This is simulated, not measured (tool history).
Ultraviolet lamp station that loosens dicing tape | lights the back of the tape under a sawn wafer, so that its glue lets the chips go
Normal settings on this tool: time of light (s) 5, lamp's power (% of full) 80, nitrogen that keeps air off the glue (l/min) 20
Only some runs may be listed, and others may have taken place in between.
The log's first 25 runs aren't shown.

run,hour,time of light (s),lamp's power (% of full),nitrogen that keeps air off the glue (l/min),hours of work of the lamp,hours of work since the window was cleaned,force that peels the tape off (N),light that reached the tape (mJ/cm2)
26,158.3,5,79,28,261,8,0.571,299
27,166.3,6,68,36,266,13,0.454,311
28,172.5,6,68,25,270,16,0.571,311
29,177.1,5,83,9,272,19,1.324,314
# hour 178.2: window cleaned of glue's vapour, once more
30,183.5,5,62,25,276,3,0.821,257
31,189.3,5,62,25,280,7,0.848,259
32,194.8,5,62,25,283,10,0.883,251
33,202.2,5,62,25,287,15,0.877,253

Run 34, settings as shown, results not yet in. Your forecast:
34,207.2,3,64,14,291,18,?,?

force that peels the tape off (N): 2.674
light that reached the tape (mJ/cm2): 156
On a tool with no hidden condition, and with the same random variation, this run would have come out at force that peels the tape off (N) 2.049, light that reached the tape (mJ/cm2) 194.
